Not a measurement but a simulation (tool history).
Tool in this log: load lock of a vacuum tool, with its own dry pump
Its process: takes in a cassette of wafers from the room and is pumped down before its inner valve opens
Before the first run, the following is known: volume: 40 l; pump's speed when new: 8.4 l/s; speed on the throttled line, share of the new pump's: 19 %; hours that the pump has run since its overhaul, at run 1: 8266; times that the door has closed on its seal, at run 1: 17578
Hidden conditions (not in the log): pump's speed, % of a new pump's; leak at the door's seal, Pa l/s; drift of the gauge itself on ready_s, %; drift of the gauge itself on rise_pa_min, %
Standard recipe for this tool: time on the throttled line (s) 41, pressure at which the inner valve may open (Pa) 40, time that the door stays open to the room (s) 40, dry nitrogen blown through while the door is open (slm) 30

run    hour  time on the throttled line (s)  pressure at which the inner valve may open (Pa)  time that the door stays open to the room (s)  dry nitrogen blown through while the door is open (slm)  hours that the pump has run since its overhaul  times that the door has closed on its seal  incoming humidity of the room's air, %  time from the closed door until the inner valve may open (s)  rise of the pressure with all valves shut (Pa/min)
  1       0                              41                                               40                                             40                                                       30                                            8266                                       17578                                      46                                                          70.7                                               0.038
  2   172.7                              41                                               40                                             40                                                       30                                            8438                                       17839                                    41.4                                                          70.4                                               0.034
  3   439.4                              41                                               40                                             40                                                       34                                            8705                                       18243                                    41.1                                                          70.7                                               0.033
  4   773.5                              41                                               40                                             40                                                       34                                            9039                                       18748                                    42.1                                                          70.2                                               0.035
  5     978                              41                                               40                                             40                                                       34                                            9244                                       19057                                    50.1                                                          70.7                                               0.037
  6  1210.4                              41                                               40                                             40                                                       34                                            9476                                       19408                                    47.1                                                          70.3                                               0.039
  7  1423.7                              41                                               40                                             40                                                       30                                            9689                                       19731                                    47.1                                                          70.4                                               0.037
  8  1717.5                              41                                               40                                             40                                                       30                                            9983                                       20175                                    41.4                                                          70.5                                               0.036
  9  1977.5                              41                                               49                                             40                                                       30                                           10243                                       20568                                    44.4                                                          69.8                                               0.034
 10  2310.8                              41                                               40                                             87                                                       30                                           10576                                       21072                                    49.4                                                          70.1                                               0.061
 11  2498.6                              41                                               40                                             87                                                       30                                           10764                                       21356                                    41.3                                                          70.7                                               0.051
 12    2651                              41                                               40                                             87                                                       30                                           10917                                       21586                                    45.9                                                          71.3                                               0.054
 13  2998.6                              41                                               40                                             87                                                       30                                           11264                                       22112                                    46.8                                                          70.2                                               0.058
 14  3193.3                              41                                               40                                             40                                                       30                                           11459                                       22406                                    46.9                                                            70                                               0.037
 15  3492.5                              41                                               40                                             40                                                       30                                           11758                                       22858                                    45.1                                                          70.5                                               0.043
 16  3671.6                              41                                               40                                             40                                                       30                                           11937                                       23129                                    46.1                                                          70.4                                               0.035
 17  3964.5                              41                                               40                                             40                                                       30                                           12230                                       23572                                    45.8                                                          69.4                                               0.039
 18  4261.7                              41                                               40                                             40                                                       30                                           12527                                       24021                                    46.3                                                          71.1                                               0.039
 19  4545.7                              41                                               40                                             40                                                       30                                           12811                                       24450                                    46.7                                                          70.8                                               0.038
 20  4824.6                              41                                               40                                             40                                                       30                                           13090                                       24872                                    47.7                                                          71.3                                               0.038
 21  5029.4                              41                                               40                                             87                                                        7                                           13295                                       25182                                    45.4                                                          69.8                                               0.085
 22  5194.4                              41                                               40                                             87                                                        7                                           13460                                       25431                                    42.8                                                          70.2                                               0.077
 23  5398.2                              64                                               28                                             87                                                        7                                           13664                                       25739                                    44.1                                                            91                                               0.082
 24  5666.8                              64                                               28                                             87                                                        7                                           13932                                       26145                                    46.3                                                          90.7                                               0.087
 25    5944                              64                                               28                                             87                                                        7                                           14210                                       26564                                    46.9                                                          91.5                                               0.084
 26  6114.5                              47                                               40                                             40                                                        6                                           14380                                       26822                                    43.7                                                          74.8                                               0.062
 27  6289.3                              47                                               40                                             40                                                        6                                           14555                                       27086                                    41.7                                                          75.6                                               0.051
 28  6583.2                              47                                               40                                             40                                                        6                                           14849                                       27531                                    44.8                                                          74.5                                               0.058
 29    6766                              47                                               40                                             40                                                        6                                           15032                                       27807                                    43.8                                                          74.8                                               0.056
     6941.9  -- door's seal changed, seat wiped
 30    7125                              47                                               40                                             40                                                        6                                           15389                                         277                                    44.1                                                          75.7                                               0.049
 31  7383.4                              47                                               40                                             40                                                        6                                           15647                                         667                                      50                                                          74.9                                               0.062
 32  7682.6                              41                                               73                                             40                                                        9                                           15947                                        1120                                    43.4                                                          68.4                                                0.05
 33  8036.3                              79                                               73                                             32                                                        5                                           16300                                        1654                                    44.7                                                          99.6                                               0.054
 34  8304.7                              47                                               34                                            161                                                       13                                           16569                                        2060                                    42.1                                                          76.3                                               0.107
 35  8617.1                              32                                               40                                             40                                                       30                                           16881                                        2532                                    45.4                                                          63.1                                               0.038
 36  8785.5                              41                                               40                                             27                                                       30                                           17050                                        2787                                    44.7                                                          70.4                                               0.032
 37  9077.5                              41                                               40                                             27                                                       30                                           17342                                        3228                                    43.8                                                          71.6                                               0.029

4 options for the next run, each taken on its own from the tool as it stands now. Forecast them:
  A  9278.6                              76                                               40                                            142                                                       25                                           17543                                        3533                                    43.9                                                             ?                                                   ?
  B  9278.6                              40                                               40                                             27                                                       23                                           17543                                        3533                                    48.4                                                             ?                                                   ?
  C  9278.6                              80                                               46                                             40                                                       30                                           17543                                        3533                                    40.1                                                             ?                                                   ?
  D  9278.6                              24                                               62                                             27                                                       13                                           17543                                        3533                                    45.1                                                             ?                                                   ?

run  time from the closed door until the inner valve may open (s)  rise of the pressure with all valves shut (Pa/min)
  A                                                          98.4                                                0.07
  B                                                          69.4                                               0.038
  C                                                           102                                               0.034
  D                                                          55.5                                               0.038
Without the tool's hidden state the same runs would have given:
run  time from the closed door until the inner valve may open (s)  rise of the pressure with all valves shut (Pa/min)
  A                                                          98.4                                                0.07
  B                                                          69.4                                               0.038
  C                                                           102                                               0.034
  D                                                          55.5                                               0.038
